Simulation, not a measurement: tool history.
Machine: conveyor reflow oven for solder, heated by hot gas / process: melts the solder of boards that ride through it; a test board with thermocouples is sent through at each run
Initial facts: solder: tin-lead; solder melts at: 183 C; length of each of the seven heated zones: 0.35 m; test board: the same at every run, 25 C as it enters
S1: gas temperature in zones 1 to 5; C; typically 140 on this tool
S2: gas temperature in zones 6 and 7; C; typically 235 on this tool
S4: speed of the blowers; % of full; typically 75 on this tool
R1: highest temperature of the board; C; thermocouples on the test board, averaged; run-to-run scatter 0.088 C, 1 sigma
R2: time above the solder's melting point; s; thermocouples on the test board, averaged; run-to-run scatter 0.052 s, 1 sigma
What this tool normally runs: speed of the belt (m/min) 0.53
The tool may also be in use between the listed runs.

Run 1, day 0: usual settings. Result: R1 218.89 C, R2 62.65 s.
Run 2, day 2.192: usual settings. Result: R1 218.85 C, R2 62.61 s.
Run 3, day 3.496: usual settings. Result: R1 218.59 C, R2 62.39 s.
Run 4, day 5.708: usual settings. Result: R1 218.63 C, R2 62.37 s.
Run 5, day 7.292: usual settings. Result: R1 218.45 C, R2 62.33 s.
Run 6, day 8.504: usual settings but S4 83 % of full. Result: R1 219.51 C, R2 63.23 s.
Run 7, day 9.554: usual settings. Result: R1 218.27 C, R2 62.06 s.
Run 8, day 11.512: usual settings. Result: R1 217.91 C, R2 61.94 s.
At day 12.554: flux residue cleaned out of gas plates and filters.
At day 12.638: thermocouples of zones 6 and 7 changed.
Run 9, day 12.846: usual settings but S2 227 C. Result: R1 213.01 C, R2 57.93 s.
Run 10, day 13.842: usual settings but S1 153 C. Result: R1 222.18 C, R2 70.58 s.
Run 11, day 15.238: usual settings but S1 153 C. Result: R1 222.1 C, R2 70.51 s.
Run 12, day 16.788: usual settings but S1 153 C, S4 68 % of full. Result: R1 220.96 C, R2 69.65 s.
At day 17.504: belt drive overhauled, speed set with a stopwatch.
Run 13, day 18.817: usual settings but S4 62 % of full. Result: R1 217.66 C, R2 61.53 s.
Run 14, day 20.421: usual settings but S4 62 % of full. Result: R1 217.41 C, R2 61.45 s.
Run 15, day 21.667: usual settings but speed of the belt (m/min) 0.621. Result: R1 214.17 C, R2 49.47 s.
Run 16, day 23.683: usual settings but speed of the belt (m/min) 0.621. Result: R1 213.95 C, R2 49.33 s.
At day 25.333: flux residue cleaned out of gas plates and filters.
Run 17, day 25.921: usual settings but S1 148 C, speed of the belt (m/min) 0.477. Result: R1 223.86 C, R2 78.24 s.
Run 18, day 27.125: usual settings but S1 154 C, speed of the belt (m/min) 0.515, S4 56 % of full. Result: R1 220.05 C, R2 71.84 s.
Run 19, day 28.683: usual settings but S1 134 C. Result: R1 218.7 C, R2 60.8 s.
Run 20, day 29.767: usual settings but S1 134 C. Result: R1 218.45 C, R2 60.73 s.
At day 31.512: belt drive overhauled, speed set with a stopwatch, once more.
Run 21, day 31.867: usual settings but S2 240 C, speed of the belt (m/min) 0.604, S4 53 % of full. Result: R1 213.47 C, R2 48.29 s.
Run 22, day 33.142: usual settings but S2 240 C, speed of the belt (m/min) 0.604, S4 53 % of full. Result: R1 213.44 C, R2 48.23 s.
Run 23, day 34.317: usual settings but speed of the belt (m/min) 0.433, S4 70 % of full. Result: R1 223.29 C, R2 80.5 s.
Run 24, day 35.462: usual settings but S1 146 C, speed of the belt (m/min) 0.49, S4 52 % of full. Result: R1 217.81 C, R2 68.07 s.
Run 25, day 37.383: usual settings but S1 134 C, S2 246 C, speed of the belt (m/min) 0.49, S4 52 % of full. Result: R1 224.94 C, R2 68.97 s.
At day 38.054: flux residue cleaned out of gas plates and filters.
Run 26, day 39.671: usual settings but S1 134 C, S2 246 C, speed of the belt (m/min) 0.49, S4 52 % of full. Result: R1 225.42 C, R2 69.32 s.
Run 27, day 41.317: usual settings but S1 148 C, S2 241 C, speed of the belt (m/min) 0.634, S4 65 % of full. Result: R1 217.36 C, R2 51.98 s.

Expected results for the next run?
Run 28, day 42.912: usual settings but S1 148 C, S2 241 C, speed of the belt (m/min) 0.634, S4 65 % of full. Result: R1 ?, R2 ?.

{"run 28": {"R1": 217.16, "R2": 51.82}}
The same run, on a tool lacking any hidden state, would have yielded R1 218.39 C, R2 52.6 s.
